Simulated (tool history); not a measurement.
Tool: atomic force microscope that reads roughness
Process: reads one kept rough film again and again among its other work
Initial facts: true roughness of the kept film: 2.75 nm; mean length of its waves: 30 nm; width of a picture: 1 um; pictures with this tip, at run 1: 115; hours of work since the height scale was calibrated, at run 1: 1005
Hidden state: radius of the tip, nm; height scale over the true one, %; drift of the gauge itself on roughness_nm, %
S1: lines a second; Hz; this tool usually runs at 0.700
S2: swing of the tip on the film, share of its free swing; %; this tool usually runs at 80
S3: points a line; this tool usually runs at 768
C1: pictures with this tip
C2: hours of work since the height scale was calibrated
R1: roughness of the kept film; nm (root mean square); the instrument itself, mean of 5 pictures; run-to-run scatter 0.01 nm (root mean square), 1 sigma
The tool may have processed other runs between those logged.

Run 1, hour 0.0: usual settings; C1 115; C2 1005. Result: R1 2.175 nm (root mean square).
Run 2, hour 69.1: usual settings; C1 236; C2 1048. Result: R1 2.034 nm (root mean square).
Run 3, hour 101.7: usual settings but S2 88 %; C1 293; C2 1068. Result: R1 1.919 nm (root mean square).
At hour 153.1: new tip fitted.
Run 4, hour 161.7: usual settings; C1 15; C2 1106. Result: R1 2.320 nm (root mean square).
Run 5, hour 198.0: usual settings; C1 78; C2 1129. Result: R1 2.247 nm (root mean square).
Run 6, hour 251.0: usual settings but S1 1.624 Hz; C1 171; C2 1162. Result: R1 1.969 nm (root mean square).
Run 7, hour 317.8: usual settings; C1 289; C2 1204. Result: R1 2.020 nm (root mean square).
Run 8, hour 365.8: usual settings; C1 373; C2 1234. Result: R1 1.962 nm (root mean square).
At hour 371.7: new tip fitted.
Run 9, hour 396.8: usual settings; C1 44; C2 1253. Result: R1 2.303 nm (root mean square).
Run 10, hour 444.0: usual settings; C1 127; C2 1283. Result: R1 2.224 nm (root mean square).
Run 11, hour 488.6: usual settings but S2 71 %; C1 205; C2 1311. Result: R1 2.166 nm (root mean square).
Run 12, hour 527.4: usual settings but S2 71 %; C1 273; C2 1335. Result: R1 2.088 nm (root mean square).
At hour 585.5: new tip fitted.
Run 13, hour 585.5: usual settings but S2 86 %; C1 0; C2 1371. Result: R1 2.279 nm (root mean square).
Run 14, hour 620.5: usual settings but S2 86 %; C1 62; C2 1393. Result: R1 2.215 nm (root mean square).
Run 15, hour 659.2: usual settings but S2 86 %; C1 130; C2 1418. Result: R1 2.126 nm (root mean square).
Run 16, hour 709.6: usual settings but S3 552; C1 218; C2 1449. Result: R1 2.102 nm (root mean square).
Run 17, hour 745.7: usual settings; C1 282; C2 1472. Result: R1 2.044 nm (root mean square).
Run 18, hour 792.2: usual settings but S1 3.619 Hz; C1 363; C2 1501. Result: R1 1.529 nm (root mean square).
At hour 802.9: new tip fitted.
Run 19, hour 857.7: usual settings but S3 282; C1 96; C2 1542. Result: R1 2.198 nm (root mean square).
Run 20, hour 900.5: usual settings but S2 76 %; C1 172; C2 1569. Result: R1 2.147 nm (root mean square).
Run 21, hour 944.2: usual settings; C1 248; C2 1596. Result: R1 2.072 nm (root mean square).
Run 22, hour 1007.5: usual settings but S3 922; C1 359; C2 1636. Result: R1 1.964 nm (root mean square).
At hour 1016.4: new tip fitted.
Run 23, hour 1058.0: usual settings but S3 922; C1 73; C2 1667. Result: R1 2.211 nm (root mean square).
Run 24, hour 1100.5: usual settings but S2 59 %, S3 922; C1 148; C2 1694. Result: R1 2.250 nm (root mean square).
Run 25, hour 1137.8: usual settings but S2 67 %; C1 213; C2 1717. Result: R1 2.157 nm (root mean square).
Run 26, hour 1174.1: usual settings but S2 67 %, S3 350; C1 277; C2 1740. Result: R1 2.078 nm (root mean square).
At hour 1230.2: new tip fitted.
Run 27, hour 1242.1: usual settings but S2 67 %, S3 350; C1 21; C2 1783. Result: R1 2.334 nm (root mean square).
Run 28, hour 1281.5: usual settings but S1 0.501 Hz, S2 69 %, S3 901; C1 90; C2 1807. Result: R1 2.294 nm (root mean square).
Run 29, hour 1348.8: usual settings but S2 71 %, S3 327; C1 208; C2 1850. Result: R1 2.083 nm (root mean square).
Run 30, hour 1417.2: usual settings but S2 71 %, S3 301; C1 328; C2 1893. Result: R1 1.973 nm (root mean square).
At hour 1445.7: new tip fitted.
Run 31, hour 1469.4: usual settings but S1 0.716 Hz, S3 562; C1 42; C2 1925. Result: R1 2.230 nm (root mean square).
Run 32, hour 1499.0: usual settings but S1 1.608 Hz, S3 406; C1 94; C2 1944. Result: R1 1.992 nm (root mean square).

Predict the results of run 33:
Run 33, hour 1528.3: usual settings but S1 1.395 Hz, S2 70 %, S3 798; C1 145; C2 1962. Result: R1 ?.

R1: 2.107 nm (root mean square)
With the hidden condition absent and the run-to-run variation left alone, this run would have shown R1 2.334 nm (root mean square).
